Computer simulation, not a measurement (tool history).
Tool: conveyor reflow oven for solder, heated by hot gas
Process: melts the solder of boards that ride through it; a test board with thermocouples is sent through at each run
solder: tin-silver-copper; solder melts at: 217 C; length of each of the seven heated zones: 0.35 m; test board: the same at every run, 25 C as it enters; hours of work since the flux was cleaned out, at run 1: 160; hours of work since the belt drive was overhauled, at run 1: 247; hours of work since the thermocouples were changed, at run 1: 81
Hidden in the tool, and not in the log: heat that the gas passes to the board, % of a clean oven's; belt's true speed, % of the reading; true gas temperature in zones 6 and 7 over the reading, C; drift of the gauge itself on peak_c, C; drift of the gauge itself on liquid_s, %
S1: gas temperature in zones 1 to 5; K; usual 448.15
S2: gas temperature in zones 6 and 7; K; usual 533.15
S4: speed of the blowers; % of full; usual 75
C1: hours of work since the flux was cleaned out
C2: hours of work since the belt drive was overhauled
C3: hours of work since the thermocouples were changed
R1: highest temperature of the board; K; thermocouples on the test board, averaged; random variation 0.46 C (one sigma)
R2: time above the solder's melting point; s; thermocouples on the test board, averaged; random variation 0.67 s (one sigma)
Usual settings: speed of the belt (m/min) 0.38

run 1 hour=0 | S1=448.15 S2=533.15 speed_of_the_belt_(m/min)=0.38 S4=75 | C1=160 C2=247 C3=81 | R1=516.85 R2=73.4
run 2 hour=8 | S1=448.15 S2=533.15 speed_of_the_belt_(m/min)=0.38 S4=75 | C1=163 C2=251 C3=85 | R1=516.45 R2=73.2
run 3 hour=17.4 | S1=448.15 S2=533.15 speed_of_the_belt_(m/min)=0.38 S4=59 | C1=167 C2=255 C3=89 | R1=510.55 R2=62
run 4 hour=25.1 | S1=448.15 S2=533.15 speed_of_the_belt_(m/min)=0.38 S4=59 | C1=171 C2=258 C3=92 | R1=512.45 R2=62.3
run 5 hour=31.1 | S1=448.15 S2=533.15 speed_of_the_belt_(m/min)=0.38 S4=59 | C1=173 C2=261 C3=95 | R1=511.75 R2=62.9
run 6 hour=44.1 | S1=448.15 S2=533.15 speed_of_the_belt_(m/min)=0.38 S4=59 | C1=179 C2=267 C3=101 | R1=512.05 R2=61.7
run 7 hour=52 | S1=448.15 S2=533.15 speed_of_the_belt_(m/min)=0.38 S4=59 | C1=182 C2=270 C3=104 | R1=510.55 R2=62.1
run 8 hour=57.9 | S1=448.15 S2=533.15 speed_of_the_belt_(m/min)=0.38 S4=75 | C1=185 C2=273 C3=107 | R1=516.45 R2=73.4
run 9 hour=70.8 | S1=448.15 S2=533.15 speed_of_the_belt_(m/min)=0.38 S4=75 | C1=191 C2=278 C3=112 | R1=516.25 R2=72.8
run 10 hour=80.9 | S1=448.15 S2=533.15 speed_of_the_belt_(m/min)=0.38 S4=75 | C1=195 C2=283 C3=117 | R1=516.35 R2=72.8
run 11 hour=93.4 | S1=448.15 S2=533.15 speed_of_the_belt_(m/min)=0.38 S4=75 | C1=201 C2=288 C3=122 | R1=516.65 R2=72.2
run 12 hour=101.2 | S1=448.15 S2=533.15 speed_of_the_belt_(m/min)=0.38 S4=75 | C1=204 C2=292 C3=126 | R1=516.15 R2=72.7
run 13 hour=111 | S1=448.15 S2=533.15 speed_of_the_belt_(m/min)=0.38 S4=75 | C1=208 C2=296 C3=130 | R1=517.35 R2=72.4
run 14 hour=121.7 | S1=448.15 S2=533.15 speed_of_the_belt_(m/min)=0.38 S4=75 | C1=213 C2=301 C3=135 | R1=515.35 R2=73.4
run 15 hour=133.9 | S1=448.15 S2=533.15 speed_of_the_belt_(m/min)=0.38 S4=75 | C1=218 C2=306 C3=140 | R1=516.35 R2=72.7
run 16 hour=140.7 | S1=448.15 S2=533.15 speed_of_the_belt_(m/min)=0.38 S4=75 | C1=221 C2=309 C3=143 | R1=516.65 R2=72.3
run 17 hour=148.5 | S1=461.15 S2=525.15 speed_of_the_belt_(m/min)=0.455 S4=52 | C1=225 C2=312 C3=146 | R1=499.25 R2=29.3
run 18 hour=157.5 | S1=461.15 S2=525.15 speed_of_the_belt_(m/min)=0.455 S4=59 | C1=229 C2=316 C3=150 | R1=502.55 R2=38.1

Run 19 comes next. What will it give?
run 19 hour=164.7 | S1=461.15 S2=532.15 speed_of_the_belt_(m/min)=0.433 S4=67 | C1=232 C2=319 C3=154 | R1=? R2=?

{"run 19": {"R1": 511.85, "R2": 61}}
Without the tool's hidden state the same run would have given R1 513.75 K, R2 64.2 s.
